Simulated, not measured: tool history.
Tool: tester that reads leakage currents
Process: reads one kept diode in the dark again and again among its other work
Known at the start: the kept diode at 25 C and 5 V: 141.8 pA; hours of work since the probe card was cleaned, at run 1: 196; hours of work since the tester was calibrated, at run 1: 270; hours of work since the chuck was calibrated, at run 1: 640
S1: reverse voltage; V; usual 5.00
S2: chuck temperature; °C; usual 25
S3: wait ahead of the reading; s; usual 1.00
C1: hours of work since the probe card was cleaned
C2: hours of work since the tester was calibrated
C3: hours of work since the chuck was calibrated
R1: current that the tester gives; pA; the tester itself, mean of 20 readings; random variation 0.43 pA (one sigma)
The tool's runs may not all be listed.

run 1 hour=0.0 | S1=5.00 S2=25 S3=1.00 | C1=196 C2=270 C3=640 | R1=173.76
run 2 hour=27.2 | S1=5.00 S2=25 S3=1.00 | C1=218 C2=292 C3=661 | R1=174.55
-- hour=39.8 chuck's temperature calibrated
run 3 hour=63.2 | S1=5.00 S2=25 S3=1.00 | C1=245 C2=318 C3=18 | R1=144.49
run 4 hour=109.2 | S1=5.00 S2=25 S3=1.00 | C1=281 C2=354 C3=54 | R1=146.57
run 5 hour=146.2 | S1=5.00 S2=25 S3=0.77 | C1=310 C2=383 C3=84 | R1=148.18
run 6 hour=187.9 | S1=5.00 S2=25 S3=0.42 | C1=342 C2=416 C3=116 | R1=150.57
run 7 hour=237.5 | S1=5.00 S2=25 S3=0.42 | C1=381 C2=455 C3=155 | R1=152.78
run 8 hour=269.1 | S1=5.00 S2=29 S3=1.00 | C1=406 C2=480 C3=180 | R1=211.77
run 9 hour=314.7 | S1=5.00 S2=25 S3=1.00 | C1=442 C2=516 C3=216 | R1=153.81
run 10 hour=363.1 | S1=5.00 S2=25 S3=1.00 | C1=480 C2=554 C3=254 | R1=155.26
run 11 hour=401.6 | S1=5.00 S2=25 S3=1.00 | C1=510 C2=584 C3=284 | R1=156.93
run 12 hour=424.2 | S1=5.00 S2=23 S3=1.00 | C1=528 C2=602 C3=302 | R1=133.00
run 13 hour=448.3 | S1=5.00 S2=36 S3=1.00 | C1=547 C2=620 C3=320 | R1=385.41
run 14 hour=489.1 | S1=5.00 S2=36 S3=1.00 | C1=579 C2=652 C3=352 | R1=389.25
run 15 hour=531.7 | S1=5.00 S2=36 S3=1.00 | C1=612 C2=686 C3=386 | R1=391.07
run 16 hour=581.0 | S1=10.29 S2=36 S3=1.00 | C1=651 C2=724 C3=425 | R1=520.15
run 17 hour=617.8 | S1=5.00 S2=25 S3=1.00 | C1=680 C2=753 C3=453 | R1=165.89
run 18 hour=661.7 | S1=5.00 S2=25 S3=1.00 | C1=714 C2=788 C3=488 | R1=167.54
run 19 hour=684.0 | S1=5.00 S2=25 S3=1.00 | C1=732 C2=805 C3=505 | R1=167.76
run 20 hour=711.9 | S1=5.00 S2=25 S3=1.00 | C1=753 C2=827 C3=527 | R1=169.73
run 21 hour=752.3 | S1=16.59 S2=25 S3=1.00 | C1=785 C2=859 C3=559 | R1=268.53
run 22 hour=794.3 | S1=16.59 S2=39 S3=1.00 | C1=818 C2=892 C3=592 | R1=817.05
run 23 hour=823.9 | S1=5.00 S2=49 S3=1.00 | C1=841 C2=915 C3=615 | R1=1102.65
run 24 hour=872.5 | S1=5.00 S2=28 S3=5.92 | C1=879 C2=953 C3=653 | R1=223.60
-- hour=896.0 chuck's temperature calibrated
run 25 hour=911.6 | S1=5.00 S2=28 S3=5.92 | C1=909 C2=982 C3=12 | R1=184.01
run 26 hour=953.4 | S1=1.21 S2=24 S3=7.97 | C1=941 C2=1015 C3=45 | R1=78.20
run 27 hour=990.6 | S1=16.42 S2=21 S3=1.00 | C1=970 C2=1044 C3=74 | R1=164.16
run 28 hour=1032.2 | S1=15.05 S2=38 S3=0.36 | C1=1003 C2=1077 C3=107 | R1=639.84
run 29 hour=1081.0 | S1=15.05 S2=59 S3=0.97 | C1=1041 C2=1115 C3=145 | R1=2930.81
run 30 hour=1120.0 | S1=16.48 S2=25 S3=0.52 | C1=1072 C2=1146 C3=176 | R1=239.35
run 31 hour=1157.4 | S1=16.48 S2=25 S3=0.52 | C1=1101 C2=1175 C3=205 | R1=241.23
run 32 hour=1187.2 | S1=16.48 S2=25 S3=0.52 | C1=1125 C2=1199 C3=228 | R1=244.56
run 33 hour=1237.5 | S1=1.46 S2=26 S3=1.00 | C1=1164 C2=1238 C3=268 | R1=106.15
run 34 hour=1266.3 | S1=12.46 S2=23 S3=1.09 | C1=1187 C2=1261 C3=291 | R1=186.92
run 35 hour=1291.9 | S1=6.49 S2=32 S3=1.09 | C1=1207 C2=1281 C3=311 | R1=306.22
run 36 hour=1315.0 | S1=6.49 S2=32 S3=1.09 | C1=1225 C2=1299 C3=329 | R1=307.62

Run 37 comes next. What will it give?
run 37 hour=1343.7 | S1=6.49 S2=32 S3=1.09 | C1=1247 C2=1321 C3=351 | R1=?

R1: 309.39 pA
Without the tool's hidden state the same run would have given R1 279.61 pA.
